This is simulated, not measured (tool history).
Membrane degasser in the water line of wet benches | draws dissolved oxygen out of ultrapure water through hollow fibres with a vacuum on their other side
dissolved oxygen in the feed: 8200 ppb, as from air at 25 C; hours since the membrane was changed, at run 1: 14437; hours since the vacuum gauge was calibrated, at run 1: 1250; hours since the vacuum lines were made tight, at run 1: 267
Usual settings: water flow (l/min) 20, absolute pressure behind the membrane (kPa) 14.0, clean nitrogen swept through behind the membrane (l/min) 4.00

run,day,water flow (l/min),absolute pressure behind the membrane (kPa),clean nitrogen swept through behind the membrane (l/min),hours since the membrane was changed,hours since the vacuum gauge was calibrated,hours since the vacuum lines were made tight,dissolved oxygen in the water behind the degasser (ppb),pressure that the water loses in the fibres (kPa)
1,0.000,20,14.0,4.00,14437,1250,267,138.8,39.62
2,15.392,20,12.2,4.00,14807,1620,636,118.4,39.80
3,30.271,20,12.2,4.00,15164,1977,993,120.1,40.13
4,37.329,20,12.2,4.00,15333,2146,1163,120.7,39.77
5,46.162,20,12.2,4.00,15545,2358,1375,122.5,39.91
6,52.512,22,14.0,4.00,15698,2510,1527,159.5,44.01
7,59.429,22,14.0,4.00,15864,2676,1693,160.7,44.26
8,68.417,22,14.0,4.00,16079,2892,1909,158.0,43.72
9,79.750,22,14.0,5.10,16351,3164,2181,130.3,44.16
10,93.800,22,14.0,5.10,16689,3501,2518,131.3,44.31
11,100.154,13,14.0,4.00,16841,3654,2671,90.9,26.12
12,107.567,13,14.0,9.69,17019,3832,2849,38.3,25.81
13,118.029,20,14.0,4.00,17270,4083,3100,142.3,39.73
14,128.738,20,14.0,4.00,17527,4340,3357,145.7,40.39
15,135.483,16,14.0,4.00,17689,4502,3519,112.5,32.16
16,150.183,16,14.0,4.00,18042,4855,3871,112.5,32.24
# day 151.383: vacuum gauge calibrated
# day 156.029: membrane cartridge changed
17,157.550,14,14.0,4.00,36,144,4044,97.9,25.73
18,165.025,14,14.0,4.00,216,323,4223,98.0,25.57
# day 173.471: vacuum gauge calibrated, once more
19,176.888,28,14.0,2.28,500,82,4507,322.5,51.56
20,188.429,28,14.0,2.28,777,359,4784,326.6,51.83
21,196.971,26,20.1,7.02,982,564,4989,169.3,47.67
22,212.175,21,12.2,4.65,1347,929,5354,108.3,38.73
23,227.688,29,10.1,4.65,1719,1301,5727,134.2,53.87
24,239.975,26,14.0,4.00,2014,1596,6021,188.9,48.06
25,251.204,26,14.0,4.00,2284,1866,6291,190.2,48.07
26,259.875,26,14.0,4.00,2492,2074,6499,188.9,48.31
27,271.838,26,14.0,4.00,2779,2361,6786,189.5,48.29
28,279.304,26,14.0,4.00,2958,2540,6965,188.4,48.76
29,289.121,15,32.2,2.64,3194,2776,7201,402.2,28.14
30,301.288,19,14.0,8.10,3486,3068,7493,70.5,35.65
31,313.729,18,14.0,3.31,3784,3366,7791,151.2,33.63
32,329.138,16,15.6,11.92,4154,3736,8161,45.1,30.15

Hidden state or all else? Some run-to-run changes of dissolved oxygen in the water behind the degasser (ppb), split into what the settings, what came in and random variation would give without the hidden state, and what is left for the hidden state (with any gauge scatter that isn't in both results):
The hidden state here: membrane still open, %; true pressure behind the membrane over the reading, kPa; air that leaks in behind the membrane, l/min; drift of the gauge itself on oxygen_ppb, %; drift of the gauge itself on loss_of_pressure_kpa, %.
Run 12 -> 13: water flow (l/min) 13 -> 20, clean nitrogen swept through behind the membrane (l/min) 9.69 -> 4.00. dissolved oxygen in the water behind the degasser (ppb) +104.0: hidden state +6.7, all else +97.3.
Run 18 -> 19: water flow (l/min) 14 -> 28, clean nitrogen swept through behind the membrane (l/min) 4.00 -> 2.28, vacuum gauge calibrated, once more. dissolved oxygen in the water behind the degasser (ppb) +224.5: hidden state -1.7, all else +226.2.
Run 28 -> 29: water flow (l/min) 26 -> 15, absolute pressure behind the membrane (kPa) 14.0 -> 32.2, clean nitrogen swept through behind the membrane (l/min) 4.00 -> 2.64. dissolved oxygen in the water behind the degasser (ppb) +213.8: hidden state +11.3, all else +202.5.
Run 29 -> 30: water flow (l/min) 15 -> 19, absolute pressure behind the membrane (kPa) 32.2 -> 14.0, clean nitrogen swept through behind the membrane (l/min) 2.64 -> 8.10. dissolved oxygen in the water behind the degasser (ppb) -331.7: hidden state -14.3, all else -317.4.

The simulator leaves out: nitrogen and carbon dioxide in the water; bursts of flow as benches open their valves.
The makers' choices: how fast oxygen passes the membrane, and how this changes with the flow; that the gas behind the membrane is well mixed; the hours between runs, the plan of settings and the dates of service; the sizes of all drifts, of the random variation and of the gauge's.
